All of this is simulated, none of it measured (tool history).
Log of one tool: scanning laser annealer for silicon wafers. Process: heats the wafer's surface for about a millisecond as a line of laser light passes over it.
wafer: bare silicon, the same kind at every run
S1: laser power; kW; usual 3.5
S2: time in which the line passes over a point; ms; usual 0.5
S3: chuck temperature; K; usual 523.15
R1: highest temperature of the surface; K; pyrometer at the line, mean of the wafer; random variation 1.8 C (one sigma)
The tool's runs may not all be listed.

run,hour,S1,S2,S3,R1
1,0,3.5,0.5,523.15,1317.15
2,30.9,3.5,0.5,523.15,1317.15
3,77,3.16,0.5,523.15,1247.15
4,119.8,3.16,0.5,523.15,1246.15
5,177.4,3.16,0.5,523.15,1246.15
6,207.5,3.16,0.5,523.15,1248.15
7,261.5,3.16,0.5,523.15,1244.15
8,308.1,3.5,0.529,523.15,1343.15
9,366,3.5,0.529,523.15,1346.15
10,417.2,3.5,0.5,523.15,1318.15
11,475.2,3.543,0.5,523.15,1328.15
# hour 508.5: optics aligned, line set to its width
12,522.6,3.543,0.5,523.15,1328.15
13,572.5,3.543,0.5,517.15,1318.15
14,614.9,3.543,0.5,517.15,1323.15
# hour 633: window over the wafer cleaned
15,671.5,3.5,0.5,523.15,1318.15
16,713,3.5,0.5,523.15,1317.15
17,767.7,3.5,0.5,544.15,1339.15
18,813.9,3.5,0.5,544.15,1338.15
19,869.7,3.5,0.5,544.15,1338.15
20,929.3,3.5,0.5,544.15,1340.15
21,989.4,3.097,0.5,494.15,1207.15
22,1038.3,3.833,0.428,528.15,1321.15
23,1071.6,3.288,0.428,488.15,1179.15
24,1130.8,3.647,0.546,497.15,1359.15
25,1190.1,3.647,0.546,497.15,1361.15
26,1245.1,3.647,0.546,497.15,1363.15
27,1289.6,3.647,0.546,497.15,1362.15
28,1343.3,3.647,0.546,497.15,1363.15
29,1377.3,3.31,0.384,523.15,1181.15
30,1425,3.31,0.486,535.15,1277.15
# hour 1451.5: window over the wafer cleaned
31,1475.5,3.31,0.393,484.15,1150.15
32,1510.3,3.457,0.491,513.15,1291.15
33,1546.6,3.55,0.491,518.15,1313.15
34,1578.2,3.542,0.589,496.15,1371.15
35,1633.9,3.116,0.456,563.15,1243.15
36,1686.4,3.376,0.536,563.15,1360.15
37,1715.1,3.075,0.38,555.15,1167.15
38,1747.4,3.075,0.38,555.15,1167.15
39,1788.3,3.418,0.357,498.15,1151.15
40,1857.1,3.139,0.414,497.15,1151.15

5 ways to go on from here, each from the tool as it stands after run 40. What would each give?
A,1922.9,3.221,0.414,489.15,?
B,1922.9,3.751,0.5,560.15,?
C,1922.9,2.993,0.568,531.15,?
D,1922.9,3.779,0.5,523.15,?
E,1922.9,2.991,0.414,497.15,?

run,R1
A,1155.15
B,1407.15
C,1270.15
D,1377.15
E,1118.15
Without the tool's hidden state the same runs would have given:
run,R1
A,1156.15
B,1408.15
C,1271.15
D,1378.15
E,1118.15

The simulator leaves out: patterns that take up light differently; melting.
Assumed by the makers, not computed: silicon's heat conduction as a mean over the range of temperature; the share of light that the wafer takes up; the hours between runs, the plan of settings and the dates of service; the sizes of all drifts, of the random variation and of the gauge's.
